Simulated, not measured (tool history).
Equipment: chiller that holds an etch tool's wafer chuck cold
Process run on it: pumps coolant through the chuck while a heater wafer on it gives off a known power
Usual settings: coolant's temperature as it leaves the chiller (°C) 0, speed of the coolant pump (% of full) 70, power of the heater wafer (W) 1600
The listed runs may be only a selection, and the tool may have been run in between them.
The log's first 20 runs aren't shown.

run,hour,coolant's temperature as it leaves the chiller (°C),speed of the coolant pump (% of full),power of the heater wafer (W),hours since the coolant was changed and the channels were flushed,hours since the pump was overhauled,hours since the chiller's thermometer was calibrated,chuck's temperature once it has settled (°C),how much warmer the coolant comes back (C)
21,455.9,5,70,1600,3214,1724,1351,25.8,5.4
22,471,5,99,1681,3229,1739,1366,20.4,3.77
23,495.6,5,99,1681,3253,1763,1391,20.4,3.77
24,516.8,-9,66,1103,3275,1785,1412,6.2,3.91
25,541.8,-9,66,1103,3300,1810,1437,6.3,3.9
26,570.3,1,70,1301,3328,1838,1466,17.8,4.34
27,591,3,87,2141,3349,1859,1486,25.3,5.63
28,620.4,-6,72,2044,3378,1888,1516,19.8,6.66
29,636.5,-2,72,2044,3394,1904,1532,23.8,6.66
30,650,-2,72,2044,3408,1918,1545,23.9,6.62
31,674.9,7,70,1605,3433,1943,1570,28.1,5.36

Alternative continuations, all from the tool just after run 31; predict every row:
# hour 689: gauge calibrated
A,695.1,0,74,2115,3453,1963,1591,?,?
# hour 689: gauge calibrated
B,695.1,-5,70,1605,3453,1963,1591,?,?
# hour 689: gauge calibrated
C,695.1,-8,69,1831,3453,1963,1591,?,?
# hour 689: gauge calibrated
D,695.1,8,68,1163,3453,1963,1591,?,?
# hour 689: gauge calibrated
E,695.1,0,97,1600,3453,1963,1591,?,?

run,chuck's temperature once it has settled (°C),how much warmer the coolant comes back (C)
A,26,6.91
B,15.7,5.57
C,16.2,6.41
D,23.7,4.19
E,15,3.83
With no hidden state in the tool, these same runs would have given:
run,chuck's temperature once it has settled (°C),how much warmer the coolant comes back (C)
A,26,6.91
B,15.7,5.57
C,16.2,6.41
D,23.7,4.19
E,15,3.83
